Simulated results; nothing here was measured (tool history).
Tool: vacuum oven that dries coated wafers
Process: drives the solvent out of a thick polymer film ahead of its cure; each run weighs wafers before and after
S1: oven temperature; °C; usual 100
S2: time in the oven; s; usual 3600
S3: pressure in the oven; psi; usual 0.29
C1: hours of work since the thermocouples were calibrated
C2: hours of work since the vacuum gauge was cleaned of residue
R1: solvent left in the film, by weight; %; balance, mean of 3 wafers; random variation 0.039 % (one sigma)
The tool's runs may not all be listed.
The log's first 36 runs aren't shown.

| run | hour | S1 | S2 | S3 | C1 | C2 | R1 |
|---|---|---|---|---|---|---|---|
| 37 | 690.7 | 94 | 2640 | 0.223 | 618 | 168 | 7.01 |
| 38 | 712.7 | 94 | 2640 | 0.223 | 633 | 183 | 7 |
| 39 | 735.6 | 94 | 2640 | 0.223 | 649 | 199 | 7.04 |
| 40 | 756.6 | 109 | 3600 | 0.255 | 663 | 213 | 1.79 |
| 41 | 769.3 | 100 | 3180 | 0.232 | 672 | 222 | 4.05 |
| 42 | 784.5 | 100 | 3180 | 0.232 | 682 | 232 | 4.04 |
| 43 | 801.5 | 100 | 3180 | 0.232 | 694 | 244 | 4.03 |
| 44 | 815.6 | 111 | 3600 | 0.29 | 704 | 254 | 1.64 |
| 45 | 841.4 | 90 | 5400 | 0.29 | 721 | 271 | 4.42 |
| 46 | 864.3 | 97 | 4200 | 0.203 | 737 | 287 | 3.25 |

Forecast each of these 3 alternatives for the next run:
| A | 883 | 97 | 2340 | 0.203 | 750 | 300 | ? |
| B | 883 | 96 | 3300 | 0.27 | 750 | 300 | ? |
| C | 883 | 100 | 3480 | 0.29 | 750 | 300 | ? |

| run | R1 |
|---|---|
| A | 6.72 |
| B | 5.17 |
| C | 3.79 |
Without the tool's hidden state the same runs would have given:
| run | R1 |
|---|---|
| A | 6.86 |
| B | 5.28 |
| C | 3.88 |

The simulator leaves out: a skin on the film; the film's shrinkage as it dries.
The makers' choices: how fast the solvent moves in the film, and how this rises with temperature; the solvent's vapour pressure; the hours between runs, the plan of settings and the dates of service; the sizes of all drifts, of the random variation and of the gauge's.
